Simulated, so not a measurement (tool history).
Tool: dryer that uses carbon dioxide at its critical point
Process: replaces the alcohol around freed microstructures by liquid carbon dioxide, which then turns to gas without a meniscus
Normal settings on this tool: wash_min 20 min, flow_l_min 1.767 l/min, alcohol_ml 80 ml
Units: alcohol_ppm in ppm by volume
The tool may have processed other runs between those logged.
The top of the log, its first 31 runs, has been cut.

run,day,wash_min,flow_l_min,alcohol_ml,alcohol_ppm
32,61.908,20,2.890,33,128
33,63.504,20,2.890,33,130
34,65.412,20,2.890,33,148
35,67.421,20,2.630,23,150
36,70.208,19,2.630,23,166
37,71.921,20,2.160,32,169
# day 72.979: purifier's bed changed
38,74.704,20,2.160,32,19
39,75.996,20,2.160,25,24
# day 78.321: inlet filter changed
40,78.700,20,2.360,80,24

For run 41, what comes out?
41,81.308,20,2.360,80,?

Run 41 gave alcohol_ppm 48 ppm by volume.
The same run, on a tool lacking any hidden state, would have yielded alcohol_ppm 14 ppm by volume.
